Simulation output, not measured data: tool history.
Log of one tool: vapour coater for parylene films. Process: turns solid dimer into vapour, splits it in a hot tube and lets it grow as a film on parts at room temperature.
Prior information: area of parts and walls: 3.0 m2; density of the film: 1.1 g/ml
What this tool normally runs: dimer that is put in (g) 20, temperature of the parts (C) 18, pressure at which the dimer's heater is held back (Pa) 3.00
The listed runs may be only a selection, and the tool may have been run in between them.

run   hour  dimer that is put in (g)  temperature of the parts (C)  pressure at which the dimer's heater is held back (Pa)  thickness of the film (µm)
  1    0.0                        20                            18                                                    3.00                        2.79
  2   27.4                        33                            18                                                    3.00                        4.48
  3   50.3                        33                            22                                                    3.00                        4.26
  4   82.9                        33                            22                                                    3.00                        4.22
  5  105.1                        33                            22                                                    3.00                        4.20
  6  129.4                        33                            18                                                    3.00                        4.43
     138.4  -- trap's valve overhauled
  7  157.4                        33                            18                                                    3.00                        4.94
  8  180.2                        33                            18                                                    3.00                        5.04
  9  211.2                        20                            18                                                    3.00                        2.96
 10  237.6                        20                            18                                                    3.00                        2.95
 11  257.9                        20                            18                                                    3.00                        3.00
 12  274.3                        20                            18                                                    3.00                        2.92
 13  289.7                        20                            18                                                    3.00                        2.95
 14  313.2                        20                            18                                                    3.00                        2.91
 15  329.8                        20                            18                                                    3.00                        2.98
 16  362.2                        20                            18                                                    3.00                        2.89
 17  378.7                        20                            18                                                    3.00                        2.90
 18  404.9                        20                            18                                                    3.00                        2.89
 19  425.6                        12                            18                                                    3.00                        1.75
 20  445.1                        20                            18                                                    3.00                        2.86
 21  477.5                        20                            19                                                    3.00                        2.79
 22  504.7                        34                            10                                                    3.00                        5.50
 23  536.2                        10                            18                                                    6.23                        1.27
 24  558.3                        20                            14                                                    3.00                        3.02
 25  587.7                        11                            12                                                    3.00                        1.72
 26  611.1                        26                            12                                                    7.96                        3.46
 27  626.9                        26                            12                                                    7.96                        3.50
 28  646.1                        24                            18                                                    4.71                        3.17
 29  664.2                        14                            13                                                    8.18                        1.86
 30  683.6                        27                            14                                                    3.00                        3.97
 31  706.6                        20                            11                                                    2.67                        3.22
 32  732.4                        35                            27                                                    4.66                        3.88
 33  751.1                        23                            14                                                    3.00                        3.30
 34  767.8                        29                            14                                                    4.47                        3.98
 35  783.7                        20                            14                                                    3.00                        2.95
 36  807.4                        20                            14                                                    3.00                        2.89
 37  826.5                        19                            12                                                    4.23                        2.71
     837.9  -- trap's valve overhauled
 38  853.2                        19                            12                                                    4.23                        2.94
 39  880.2                        19                            12                                                    4.23                        2.98
 40  909.7                        25                            12                                                   10.82                        3.34

Branching from run 40: 3 alternative next runs. What would each branch give?
  A  935.1                        33                            14                                                    5.86                           ?
  B  935.1                        20                            14                                                    8.18                           ?
  C  935.1                        20                            21                                                    3.00                           ?

run  thickness of the film (µm)
  A                        4.76
  B                        2.76
  C                        2.80
The same runs, with their run-to-run variation unchanged, on a tool lacking any hidden condition would have given:
run  thickness of the film (µm)
  A                        4.89
  B                        2.83
  C                        2.88
